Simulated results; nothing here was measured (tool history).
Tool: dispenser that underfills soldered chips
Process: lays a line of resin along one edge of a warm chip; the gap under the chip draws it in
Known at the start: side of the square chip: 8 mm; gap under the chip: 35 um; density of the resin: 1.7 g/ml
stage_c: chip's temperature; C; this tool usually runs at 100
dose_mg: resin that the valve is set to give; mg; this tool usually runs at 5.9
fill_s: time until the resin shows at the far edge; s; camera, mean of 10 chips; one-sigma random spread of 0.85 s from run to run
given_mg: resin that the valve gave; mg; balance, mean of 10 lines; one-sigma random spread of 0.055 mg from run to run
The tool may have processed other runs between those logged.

run	hour	stage_c	dose_mg	fill_s	given_mg
1	0	100	5.9	102.1	5.64
2	3	100	5.9	109.9	5.59
3	5.7	100	5.9	120.4	5.62
# hour 7.9: new syringe of resin
4	9.2	100	5.9	83	5.44
5	12.6	100	5.9	93.3	5.55
6	16.6	100	5.9	105.9	5.54
7	20.1	100	5.9	116	5.52
# hour 23.5: new syringe of resin
8	23.5	113	7.33	54.1	7.03
9	25.9	100	5.06	90.8	4.75
10	28	115	5.64	61.8	5.29
11	30.4	110	5.43	77.9	5.03

What would each run have given without the hidden state, its run-to-run variation left as it was?
Unlogged tool condition in this case: resin's viscosity, % of fresh resin's; dose that the valve gives, % of what is set; true chip temperature over the reading, C; drift of the gauge itself on fill_s, %; drift of the gauge itself on given_mg, %.
run	fill_s	given_mg
1	80.1	5.94
2	78.5	5.9
3	79.2	5.93
4	79.1	5.77
5	79.9	5.89
6	79.9	5.9
7	78.3	5.88
8	54.2	7.49
9	82.8	5.07
10	53.2	5.66
11	61.9	5.4
